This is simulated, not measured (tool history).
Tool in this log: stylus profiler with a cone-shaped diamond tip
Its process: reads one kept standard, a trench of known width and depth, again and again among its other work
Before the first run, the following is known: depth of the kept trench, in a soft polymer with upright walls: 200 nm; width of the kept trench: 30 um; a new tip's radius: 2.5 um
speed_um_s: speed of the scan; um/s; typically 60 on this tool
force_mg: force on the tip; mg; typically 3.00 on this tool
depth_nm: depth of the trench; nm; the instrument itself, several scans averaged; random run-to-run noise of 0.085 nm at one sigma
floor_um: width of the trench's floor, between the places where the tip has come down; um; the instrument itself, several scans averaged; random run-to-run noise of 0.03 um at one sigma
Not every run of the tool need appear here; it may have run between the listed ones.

run,hour,speed_um_s,force_mg,depth_nm,floor_um
1,0.0,60,3.00,201.29,27.62
2,26.6,60,3.00,201.23,27.61
3,40.2,60,3.00,201.30,27.62
4,54.0,60,3.00,201.32,27.61
5,82.7,60,3.00,201.04,27.61
6,106.1,60,7.83,202.94,27.71
7,120.5,60,1.32,200.20,27.47
8,141.7,60,1.32,200.35,27.44
9,155.2,60,1.32,200.32,27.40
10,176.5,60,1.32,200.23,27.40
11,197.2,60,5.06,202.02,27.62
12,212.3,60,3.00,201.21,27.53
13,233.7,102,3.00,201.00,27.38
14,252.4,102,3.00,201.07,27.35
15,268.4,37,1.36,200.26,27.61
16,292.8,37,1.36,200.22,27.53
17,318.9,37,1.36,200.29,27.53
18,336.9,144,1.39,200.21,26.82
19,359.7,40,6.27,202.19,27.71
20,390.5,40,6.27,202.28,27.76
21,421.9,40,6.27,202.22,27.67
22,449.1,40,6.27,202.10,27.67
23,470.1,90,1.71,200.60,27.28
24,483.9,60,2.27,200.74,27.45
25,512.6,184,6.84,202.24,27.23
26,533.5,41,1.47,200.09,27.53

For some of the steps in depth_nm from one run to the next: how much would appear even if the tool had no hidden state, given the settings, what came in and random variation, and how much remains for the hidden state plus any gauge scatter that the measured result and the result without hidden state don't share?
The tool's hidden condition here consists of: radius of the tip, um; height scale over the true one, %; drift of the gauge itself on depth_nm, %; drift of the gauge itself on floor_um, %.
Run 6 -> 7: force_mg 7.83 -> 1.32. depth_nm -2.74 nm: hidden state +0.00, all else -2.74.
Run 16 -> 17: no setting changed, nothing entered. depth_nm +0.07 nm: hidden state -0.03, all else +0.10.
Run 24 -> 25: speed_um_s 60 -> 184, force_mg 2.27 -> 6.84. depth_nm +1.50 nm: hidden state -0.03, all else +1.53.
Run 25 -> 26: speed_um_s 184 -> 41, force_mg 6.84 -> 1.47. depth_nm -2.15 nm: hidden state +0.00, all else -2.15.
